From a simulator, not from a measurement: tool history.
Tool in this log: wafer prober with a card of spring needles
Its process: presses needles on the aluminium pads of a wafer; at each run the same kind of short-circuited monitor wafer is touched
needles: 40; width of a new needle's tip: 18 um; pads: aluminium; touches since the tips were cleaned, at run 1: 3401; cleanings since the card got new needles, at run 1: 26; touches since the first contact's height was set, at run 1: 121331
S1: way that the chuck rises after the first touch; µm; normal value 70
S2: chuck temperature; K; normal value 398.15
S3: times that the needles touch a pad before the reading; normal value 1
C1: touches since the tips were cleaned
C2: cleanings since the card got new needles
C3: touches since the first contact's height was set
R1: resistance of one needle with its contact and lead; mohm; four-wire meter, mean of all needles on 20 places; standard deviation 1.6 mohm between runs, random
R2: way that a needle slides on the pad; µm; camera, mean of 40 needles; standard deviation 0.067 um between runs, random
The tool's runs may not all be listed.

run,day,S1,S2,S3,C1,C2,C3,R1,R2
1,0.000,70,398.15,1,3401,26,121331,151,16.07
# day 0.067: tips cleaned on abrasive film
2,0.400,70,398.15,1,2959,27,124857,148,16.11
# day 0.533: tips cleaned on abrasive film
# day 0.967: tips cleaned on abrasive film
3,1.238,70,398.15,1,2411,29,132194,149,16.12
# day 1.446: tips cleaned on abrasive film
4,1.733,70,398.15,1,2546,30,136537,147,16.16
# day 1.917: tips cleaned on abrasive film
# day 2.354: tips cleaned on abrasive film
5,2.354,70,398.15,1,0,32,141972,146,16.03
# day 2.812: tips cleaned on abrasive film
6,3.221,70,398.15,1,3603,33,149602,149,16.18
# day 3.283: tips cleaned on abrasive film
# day 3.742: tips cleaned on abrasive film
7,4.058,70,398.15,1,2804,35,156963,149,16.02
# day 4.208: tips cleaned on abrasive film
8,4.529,70,398.15,1,2845,36,161088,147,16.01
# day 4.650: tips cleaned on abrasive film
# day 5.096: tips cleaned on abrasive film
9,5.117,79,398.15,1,173,38,166230,147,18.06
# day 5.533: tips cleaned on abrasive film
10,5.779,79,398.15,1,2165,39,172066,145,18.11
# day 6.000: tips cleaned on abrasive film
# day 6.433: tips cleaned on abrasive film
# day 6.488: height of the first contact set anew
11,6.596,76,398.15,1,1318,41,963,147,17.31
# day 6.892: tips cleaned on abrasive film
12,7.062,70,311.15,2,1538,42,5078,135,16.09
# day 7.350: tips cleaned on abrasive film
# day 7.804: tips cleaned on abrasive film
13,7.888,66,311.15,2,738,44,12305,134,15.21
# day 8.300: tips cleaned on abrasive film
14,8.358,66,311.15,2,506,45,16422,139,15.13
# day 8.762: tips cleaned on abrasive film
15,9.171,64,372.15,1,3621,46,23615,146,14.80
# day 9.246: tips cleaned on abrasive film
# day 9.692: tips cleaned on abrasive film
16,9.758,70,330.15,3,600,48,28731,139,16.07
# day 10.167: tips cleaned on abrasive film
17,10.188,70,330.15,3,172,49,32492,133,16.06
# day 10.642: tips cleaned on abrasive film
18,10.754,70,299.15,2,987,50,37492,132,16.15

Each row is a separate what-if for the run after 18, all from the same tool condition, not one after another. Results?
# day 11.100: tips cleaned on abrasive film
# day 11.567: tips cleaned on abrasive film
A,11.575,70,299.15,1,78,52,44675,?,?
# day 11.100: tips cleaned on abrasive film
# day 11.567: tips cleaned on abrasive film
B,11.575,61,299.15,2,78,52,44675,?,?
# day 11.100: tips cleaned on abrasive film
# day 11.567: tips cleaned on abrasive film
C,11.575,61,398.15,2,78,52,44675,?,?

run,R1,R2
A,132,16.10
B,137,14.01
C,151,13.98
The same runs, with their run-to-run variation unchanged, on a tool lacking any hidden condition would have given:
run,R1,R2
A,132,16.10
B,137,14.01
C,151,13.98

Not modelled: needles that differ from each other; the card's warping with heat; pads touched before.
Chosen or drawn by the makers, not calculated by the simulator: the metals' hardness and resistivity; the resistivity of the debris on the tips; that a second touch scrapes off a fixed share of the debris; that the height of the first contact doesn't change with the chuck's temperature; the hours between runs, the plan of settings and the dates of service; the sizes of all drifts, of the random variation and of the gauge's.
